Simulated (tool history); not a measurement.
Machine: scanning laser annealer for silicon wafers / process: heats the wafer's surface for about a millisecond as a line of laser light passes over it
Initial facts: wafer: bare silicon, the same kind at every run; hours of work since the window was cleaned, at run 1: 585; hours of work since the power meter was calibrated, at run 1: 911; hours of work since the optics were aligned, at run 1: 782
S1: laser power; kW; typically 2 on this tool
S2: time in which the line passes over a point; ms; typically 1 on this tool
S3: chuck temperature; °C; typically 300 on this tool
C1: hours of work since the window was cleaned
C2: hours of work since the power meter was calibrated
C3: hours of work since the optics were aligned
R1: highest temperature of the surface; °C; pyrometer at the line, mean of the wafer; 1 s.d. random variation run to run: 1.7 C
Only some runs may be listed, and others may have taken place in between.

| run | hour | S1 | S2 | S3 | C1 | C2 | C3 | R1 |
|---|---|---|---|---|---|---|---|---|
| 1 | 0 | 2 | 1 | 300 | 585 | 911 | 782 | 1027 |
| 2 | 48 | 2 | 1 | 300 | 606 | 932 | 803 | 1027 |
| 3 | 85.5 | 2 | 1.12 | 300 | 622 | 949 | 820 | 1069 |
| 4 | 130.9 | 2 | 1.12 | 300 | 642 | 969 | 840 | 1069 |
| 5 | 184.2 | 2 | 1.12 | 300 | 666 | 992 | 863 | 1068 |
| 6 | 218.3 | 2 | 1.12 | 300 | 681 | 1007 | 878 | 1068 |
| 7 | 261.5 | 1.875 | 1 | 300 | 700 | 1026 | 897 | 971 |
| 8 | 291.4 | 2.025 | 1.06 | 265 | 713 | 1039 | 910 | 1023 |
| 9 | 343.7 | 2.025 | 1.06 | 265 | 736 | 1062 | 933 | 1022 |
|  | 352.1 | laser's power meter calibrated |
| 10 | 385.2 | 2.15 | 1.12 | 265 | 753 | 15 | 950 | 1097 |
|  | 439.5 | laser's power meter calibrated, once more |
| 11 | 446 | 1.715 | 0.79 | 300 | 778 | 3 | 976 | 848 |
| 12 | 491.1 | 1.715 | 0.79 | 300 | 798 | 23 | 996 | 846 |
| 13 | 515.9 | 1.715 | 0.79 | 300 | 809 | 34 | 1006 | 848 |

Consider 4 possible next runs. They are alternatives, not a sequence: every one starts from the tool as it was left by run 13. What does each give?
| A | 541.8 | 1.871 | 0.8 | 285 | 820 | 45 | 1018 | ? |
| B | 541.8 | 2.013 | 0.79 | 300 | 820 | 45 | 1018 | ? |
| C | 541.8 | 1.72 | 0.79 | 300 | 820 | 45 | 1018 | ? |
| D | 541.8 | 1.827 | 1.04 | 297 | 820 | 45 | 1018 | ? |

| run | R1 |
|---|---|
| A | 895 |
| B | 964 |
| C | 847 |
| D | 969 |
Take away the tool's hidden state, keep each run's random variation, and the runs would have read:
| run | R1 |
|---|---|
| A | 912 |
| B | 983 |
| C | 863 |
| D | 988 |
